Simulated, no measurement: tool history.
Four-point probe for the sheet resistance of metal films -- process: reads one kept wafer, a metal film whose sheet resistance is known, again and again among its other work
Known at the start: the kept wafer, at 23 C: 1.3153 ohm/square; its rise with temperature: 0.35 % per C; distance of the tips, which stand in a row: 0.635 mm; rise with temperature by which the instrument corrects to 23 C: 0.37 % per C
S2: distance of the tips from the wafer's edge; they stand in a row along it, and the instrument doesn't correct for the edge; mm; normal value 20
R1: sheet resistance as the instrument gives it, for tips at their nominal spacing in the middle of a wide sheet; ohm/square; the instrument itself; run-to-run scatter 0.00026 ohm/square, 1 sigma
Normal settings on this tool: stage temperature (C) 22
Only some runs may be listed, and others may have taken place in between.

{"run": 1, "hour": 0.0, "stage temperature (C)": 22, "S2": 20, "R1": 1.319322}
{"run": 2, "hour": 39.0, "stage temperature (C)": 22, "S2": 20, "R1": 1.319123}
{"run": 3, "hour": 71.9, "stage temperature (C)": 22, "S2": 20, "R1": 1.319688}
{"run": 4, "hour": 97.3, "stage temperature (C)": 22, "S2": 20, "R1": 1.319836}
{"run": 5, "hour": 133.4, "stage temperature (C)": 22, "S2": 20, "R1": 1.320949}
{"run": 6, "hour": 178.1, "stage temperature (C)": 22, "S2": 20, "R1": 1.320881}
{"run": 7, "hour": 230.4, "stage temperature (C)": 22, "S2": 20, "R1": 1.321658}
{"run": 8, "hour": 274.8, "stage temperature (C)": 22, "S2": 20, "R1": 1.322442}
{"run": 9, "hour": 322.3, "stage temperature (C)": 22, "S2": 20, "R1": 1.322488}
{"run": 10, "hour": 366.9, "stage temperature (C)": 22, "S2": 20, "R1": 1.322873}
{"run": 11, "hour": 400.0, "stage temperature (C)": 22, "S2": 20, "R1": 1.323694}
{"run": 12, "hour": 430.0, "stage temperature (C)": 28, "S2": 4, "R1": 1.33902}
{"run": 13, "hour": 458.8, "stage temperature (C)": 23, "S2": 5, "R1": 1.334981}
{"run": 14, "hour": 494.4, "stage temperature (C)": 26, "S2": 9, "R1": 1.326694}
{"run": 15, "hour": 522.9, "stage temperature (C)": 23, "S2": 13, "R1": 1.325603}
{"run": 16, "hour": 555.2, "stage temperature (C)": 22, "S2": 13, "R1": 1.326702}
{"run": 17, "hour": 581.3, "stage temperature (C)": 26, "S2": 34, "R1": 1.324058}
{"run": 18, "hour": 624.1, "stage temperature (C)": 26, "S2": 34, "R1": 1.324867}
{"run": 19, "hour": 657.9, "stage temperature (C)": 19, "S2": 55, "R1": 1.327207}
{"run": 20, "hour": 706.7, "stage temperature (C)": 19, "S2": 55, "R1": 1.327478}
{"run": 21, "hour": 737.4, "stage temperature (C)": 23, "S2": 17, "R1": 1.327356}

For each run, the measured value with the value that run would have given without the tool's hidden condition subtracted. The run-to-run variation is shared by both, the gauge scatter possibly not:
What the log doesn't record here: inner tips' distance over the nominal, %; tips' flats over new ones', %; wafer's true temperature over the reading, C; drift of the gauge itself on sheet_ohm, %.
run=1 R1=+0.002569
run=2 R1=+0.003019
run=3 R1=+0.003386
run=4 R1=+0.003665
run=5 R1=+0.004107
run=6 R1=+0.004628
run=7 R1=+0.005256
run=8 R1=+0.005742
run=9 R1=+0.006266
run=10 R1=+0.006754
run=11 R1=+0.007187
run=12 R1=+0.007542
run=13 R1=+0.007908
run=14 R1=+0.008302
run=15 R1=+0.00864
run=16 R1=+0.009027
run=17 R1=+0.009277
run=18 R1=+0.009786
run=19 R1=+0.010258
run=20 R1=+0.010822
run=21 R1=+0.011136
